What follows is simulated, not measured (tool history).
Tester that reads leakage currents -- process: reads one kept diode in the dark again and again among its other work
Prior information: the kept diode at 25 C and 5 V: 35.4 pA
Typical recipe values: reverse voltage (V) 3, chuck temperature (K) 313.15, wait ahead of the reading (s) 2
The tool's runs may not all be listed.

run    hour  reverse voltage (V)  chuck temperature (K)  wait ahead of the reading (s)  current that the tester gives (pA)
  1       0                    3                 313.15                              2                                82.1
  2    84.1                    3                 327.15                              2                              213.86
  3     127                    3                 328.15                              2                              228.47
  4   214.3                    3                 328.15                              2                              227.73
  5   292.7                    3                 313.15                              2                               81.83
  6   329.3                 9.56                 313.15                              2                              158.66
  7   380.7                    3                 313.15                              2                               82.29
  8   420.4                    3                 313.15                            0.8                               82.25
  9   482.4                    3                 313.15                            0.8                               82.57
 10   547.3                    3                 313.15                              2                               81.71
 11   600.2                    3                 313.15                              2                               81.64
 12   687.5                    3                 313.15                              2                               82.02
 13     731                    3                 313.15                              2                               82.44
 14   775.9                    3                 313.15                              2                               82.71
 15   828.6                    3                 313.15                              2                               81.86
 16   911.5                    3                 313.15                              2                               82.35
 17   976.9                    3                 313.15                              2                               81.92
 18  1038.9                    3                 313.15                              2                               81.95
 19  1120.4                    3                 324.15                              2                              175.28
 20  1165.7                    3                 313.15                              2                               81.76
 21  1247.4                12.78                 313.15                           8.78                              187.39
 22  1320.6                 17.2                 304.15                              2                              114.68
 23    1397                 17.2                 319.15                              2                              337.31
 24  1475.2                  1.2                 321.15                           8.93                                85.5
 25  1520.3                  1.2                 321.15                           8.93                               85.37
 26    1558                  1.2                 321.15                           8.93                               85.12
 27  1618.8                  1.2                 321.15                           8.93                                  85
 28  1678.5                  1.2                 321.15                           8.93                               84.47
 29  1763.5                 1.72                 301.15                           5.83                               24.54
 30  1810.5                 1.72                 315.15                           3.63                               68.68
 31  1861.6                 1.59                 317.15                           5.74                                76.1
 32  1949.2                 1.59                 317.15                           5.74                               75.52
 33  1987.5                 1.59                 308.15                           1.68                               40.05
 34  2034.8                 3.01                 308.15                           1.68                               57.46
 35  2071.9                 3.01                 308.15                           1.68                               57.34
 36  2141.9                 3.01                 308.15                           1.68                               57.21
 37  2185.1                 3.01                 308.15                           1.68                               56.98
 38  2233.1                 3.44                 300.15                           1.97                               33.69
 39  2305.6                 3.44                 311.15                           1.15                               76.52

The same runs without the tool's hidden state, with the same run-to-run variation:
Hidden state at play: stray current of the dirty probe card, pA a volt; current scale over the true one, %; true chuck temperature over the reading, C; drift of the gauge itself on leakage_pa, %.
run  current that the tester gives (pA)
  1                               82.08
  2                              213.83
  3                              228.43
  4                               227.7
  5                                81.8
  6                              158.59
  7                               82.26
  8                               82.22
  9                               82.54
 10                               81.67
 11                               81.61
 12                               81.98
 13                                82.4
 14                               82.68
 15                               81.82
 16                                82.3
 17                               81.87
 18                                81.9
 19                              175.21
 20                               81.71
 21                              187.22
 22                              114.49
 23                              337.03
 24                               85.46
 25                               85.33
 26                               85.08
 27                               84.95
 28                               84.42
 29                               24.51
 30                               68.64
 31                               76.05
 32                               75.47
 33                               40.01
 34                                57.4
 35                               57.27
 36                               57.15
 37                               56.91
 38                               33.62
 39                               76.43
